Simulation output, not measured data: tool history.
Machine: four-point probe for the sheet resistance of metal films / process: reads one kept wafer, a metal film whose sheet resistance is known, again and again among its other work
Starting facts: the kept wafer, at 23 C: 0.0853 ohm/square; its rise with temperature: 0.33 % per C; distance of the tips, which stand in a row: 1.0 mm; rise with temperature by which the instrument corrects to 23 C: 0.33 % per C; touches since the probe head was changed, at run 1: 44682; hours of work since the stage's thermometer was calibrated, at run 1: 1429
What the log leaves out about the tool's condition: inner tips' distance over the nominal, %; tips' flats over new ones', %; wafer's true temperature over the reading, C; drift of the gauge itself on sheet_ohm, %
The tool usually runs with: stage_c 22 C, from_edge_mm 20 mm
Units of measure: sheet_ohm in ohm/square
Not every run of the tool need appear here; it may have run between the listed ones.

run,hour,stage_c,from_edge_mm,touches since the probe head was changed,hours of work since the stage's thermometer was calibrated,sheet_ohm
1,0.0,22,20,44682,1429,0.085132
2,70.5,22,65,46127,1478,0.085057
3,137.6,22,65,47504,1525,0.085009
4,208.8,22,65,48963,1575,0.085018
# hour 241.0: stage's thermometer calibrated
5,266.7,22,20,50140,18,0.085050
6,304.5,22,20,50914,44,0.085066
7,346.4,22,20,51774,73,0.085048
8,416.1,22,20,53202,122,0.085071
9,488.9,22,57,54696,173,0.084934
10,554.1,22,57,56032,218,0.084935
11,590.4,22,57,56776,243,0.084937
12,663.2,22,57,58270,294,0.084936
# hour 680.7: stage's thermometer calibrated, once more
13,714.2,22,18,59305,23,0.085290
14,755.2,22,18,60145,52,0.085261
15,814.5,22,44,61362,93,0.085160
16,857.7,22,20,62247,123,0.085235
17,918.8,22,34,63500,166,0.085139
18,950.6,22,34,64151,188,0.085135
19,1001.8,22,34,65202,224,0.085135
20,1059.8,22,34,66390,264,0.085130
21,1094.9,22,20,67109,289,0.085182
22,1163.1,22,20,68509,336,0.085205
23,1207.3,22,20,69416,367,0.085183
24,1281.1,29,3,70928,418,0.089827
25,1339.9,30,18,72134,459,0.085204
26,1382.4,22,8,73005,489,0.085774
27,1416.6,22,8,73706,513,0.085768
28,1452.5,33,20,74442,538,0.085162
29,1489.9,22,73,75209,564,0.085068
30,1554.7,20,20,76536,609,0.085202
31,1589.9,22,11,77259,634,0.085404
32,1653.8,24,7,78570,678,0.085978
33,1729.0,28,10,80111,731,0.085485
34,1763.1,28,10,80810,754,0.085474
35,1837.6,30,7,82337,806,0.085912
36,1913.3,30,17,83889,859,0.085129
37,1987.3,22,17,85406,911,0.085123
38,2038.0,18,4,86447,946,0.087720
39,2085.5,18,4,87420,979,0.087734
40,2139.4,28,8,88525,1017,0.085682
41,2185.8,20,20,89476,1049,0.085107
42,2221.6,20,31,90211,1074,0.085006
43,2259.0,20,3,90977,1100,0.089721
44,2331.3,20,3,92459,1150,0.089701
45,2371.6,20,3,93286,1178,0.089718
46,2437.2,22,6,94632,1224,0.086166

Across each entry between runs, compare the hidden state at the last listed run before it with the hidden state at the first listed run after it:
After run 4, before run 5: stage's thermometer calibrated (hour 241.0)
  inner tips' distance over the nominal, %: -0.16 -> -0.164; wafer's true temperature over the reading, C: -0.55 -> -0.7
  the result without the hidden state subtracted from the measured one, sheet_ohm: -0.000303 -> -0.000350 ohm/square
After run 12, before run 13: stage's thermometer calibrated, once more (hour 680.7)
  inner tips' distance over the nominal, %: -0.187 -> -0.19; wafer's true temperature over the reading, C: -0.79 -> 0.03
  the result without the hidden state subtracted from the measured one, sheet_ohm: -0.000394 -> -0.000166 ohm/square

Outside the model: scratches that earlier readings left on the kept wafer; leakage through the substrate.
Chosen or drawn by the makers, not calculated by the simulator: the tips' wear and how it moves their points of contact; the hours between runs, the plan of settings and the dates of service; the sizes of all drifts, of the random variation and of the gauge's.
